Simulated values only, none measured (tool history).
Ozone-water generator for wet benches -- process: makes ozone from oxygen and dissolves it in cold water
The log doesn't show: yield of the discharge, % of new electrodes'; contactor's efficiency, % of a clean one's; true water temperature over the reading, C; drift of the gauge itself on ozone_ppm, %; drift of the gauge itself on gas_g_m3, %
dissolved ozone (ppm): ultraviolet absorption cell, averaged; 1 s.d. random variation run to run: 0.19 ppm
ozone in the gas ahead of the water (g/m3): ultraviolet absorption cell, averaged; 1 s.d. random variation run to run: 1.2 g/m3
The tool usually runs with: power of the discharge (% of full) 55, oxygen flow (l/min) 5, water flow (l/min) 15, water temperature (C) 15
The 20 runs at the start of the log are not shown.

run    hour  power of the discharge (% of full)  oxygen flow (l/min)  water flow (l/min)  water temperature (C)  hours of work since the electrodes were changed  hours of work since the contactor was cleaned  hours of work since the thermometer was calibrated  dissolved ozone (ppm)  ozone in the gas ahead of the water (g/m3)
 21    1928                                  55                  2.6                  24                     15                                             4586                                           4293                                                 319                   11.9                                         261
 22  1998.9                                  55                 2.82                  11                      8                                             4632                                           4338                                                 364                   30.2                                       250.1
 23  2066.7                                  55                 2.82                  11                      8                                             4675                                           4382                                                 407                   29.9                                       251.8
 24  2143.3                                  55                 2.82                  11                      8                                             4724                                           4431                                                 456                   30.2                                       251.4
     2174.6  -- water thermometer calibrated, once more
 25  2218.3                                  55                 2.82                  11                      8                                             4772                                           4478                                                  28                   30.4                                       251.1
 26  2283.8                                  55                 2.82                  11                      8                                             4813                                           4520                                                  70                   30.2                                       253.1
 27  2405.2                                  55                 4.17                  15                     15                                             4891                                           4598                                                 147                   22.4                                         219
 28  2532.9                                  61                 4.05                  18                      9                                             4973                                           4679                                                 229                   21.4                                       237.2
 29  2614.3                                  51                 4.05                  18                     18                                             5025                                           4731                                                 281                     17                                       211.9
 30  2669.4                                  55                 4.56                  20                     15                                             5060                                           4767                                                 316                   17.3                                       212.4
 31  2792.9                                  88                 3.53                  11                      7                                             5139                                           4846                                                 395                   44.8                                       325.1
 32  2904.6                                  43                 3.53                  17                      8                                             5210                                           4917                                                 467                   17.1                                       192.1
 33  2963.7                                  43                 4.87                  17                     13                                             5248                                           4955                                                 505                   17.8                                       173.6
 34  3077.3                                  47                 2.73                  13                     14                                             5321                                           5028                                                 577                   20.8                                       223.2

Each row is a separate what-if for the run after 34, all from the same tool condition, not one after another. Results?
  A  3153                                  55                 3.67                  18                     18                                             5369                                           5076                                                 626                      ?                                           ?
  B  3153                                  60                 4.68                   9                     15                                             5369                                           5076                                                 626                      ?                                           ?
  C  3153                                  43                 8.14                  13                     14                                             5369                                           5076                                                 626                      ?                                           ?

run  dissolved ozone (ppm)  ozone in the gas ahead of the water (g/m3)
  A                   17.1                                       225.7
  B                   36.5                                       223.1
  C                   23.2                                       145.4
The same runs, with their run-to-run variation unchanged, on a tool lacking any hidden condition would have given:
run  dissolved ozone (ppm)  ozone in the gas ahead of the water (g/m3)
  A                   20.2                                       246.8
  B                   42.5                                       245.9
  C                   26.6                                       155.8
